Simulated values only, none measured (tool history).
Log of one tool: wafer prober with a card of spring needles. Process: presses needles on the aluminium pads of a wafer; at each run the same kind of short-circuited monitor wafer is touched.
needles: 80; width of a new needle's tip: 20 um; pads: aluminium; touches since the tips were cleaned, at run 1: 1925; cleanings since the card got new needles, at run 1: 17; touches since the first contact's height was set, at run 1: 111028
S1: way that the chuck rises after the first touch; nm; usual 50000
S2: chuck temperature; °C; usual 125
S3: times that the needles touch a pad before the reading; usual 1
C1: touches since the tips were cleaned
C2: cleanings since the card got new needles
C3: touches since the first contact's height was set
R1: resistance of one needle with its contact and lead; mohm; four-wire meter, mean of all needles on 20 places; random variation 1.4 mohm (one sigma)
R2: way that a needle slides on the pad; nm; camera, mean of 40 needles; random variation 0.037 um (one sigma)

run	hour	S1	S2	S3	C1	C2	C3	R1	R2
1	0.0	50000	125	1	1925	17	111028	220	7080
2	14.6	50000	125	1	4562	17	113665	274	7110
# hour 21.1: tips cleaned on abrasive film
3	30.4	50000	125	1	1681	18	116506	208	7130
4	38.9	37000	125	1	3228	18	118053	352	5210
# hour 52.5: tips cleaned on abrasive film
5	53.3	37000	125	1	155	19	120643	183	5140
6	62.4	37000	125	1	1790	19	122278	284	5160
7	69.1	37000	125	1	3012	19	123500	349	5130
8	81.2	37000	125	1	5198	19	125686	421	5170
# hour 84.2: tips cleaned on abrasive film
9	89.9	37000	125	1	1026	20	127230	230	5160
# hour 92.1: height of the first contact set anew
10	101.9	48000	125	1	3153	20	1779	242	7120
# hour 116.6: tips cleaned on abrasive film
11	118.3	32000	60	2	320	21	4730	181	4670
12	134.5	69000	41	1	3237	21	7647	179	10190
13	142.6	40000	54	3	4703	21	9113	212	5920
# hour 148.2: tips cleaned on abrasive film
14	157.3	40000	54	3	1648	22	11762	170	5890
15	173.6	40000	54	3	4592	22	14706	206	5940

5 ways to go on from here, each from the tool as it stands after run 15. What would each give?
# hour 179.6: tips cleaned on abrasive film
A	185.6	50000	34	1	1086	23	16870	?	?
# hour 179.6: tips cleaned on abrasive film
B	185.6	52000	54	3	1086	23	16870	?	?
# hour 179.6: tips cleaned on abrasive film
C	185.6	54000	41	3	1086	23	16870	?	?
# hour 179.6: tips cleaned on abrasive film
D	185.6	57000	125	1	1086	23	16870	?	?
# hour 179.6: tips cleaned on abrasive film
E	185.6	40000	84	3	1086	23	16870	?	?

run	R1	R2
A	176	7320
B	140	7750
C	135	7890
D	170	8340
E	162	5860
Without the tool's hidden state the same runs would have given:
run	R1	R2
A	115	7380
B	119	7810
C	115	7950
D	128	8400
E	130	5920
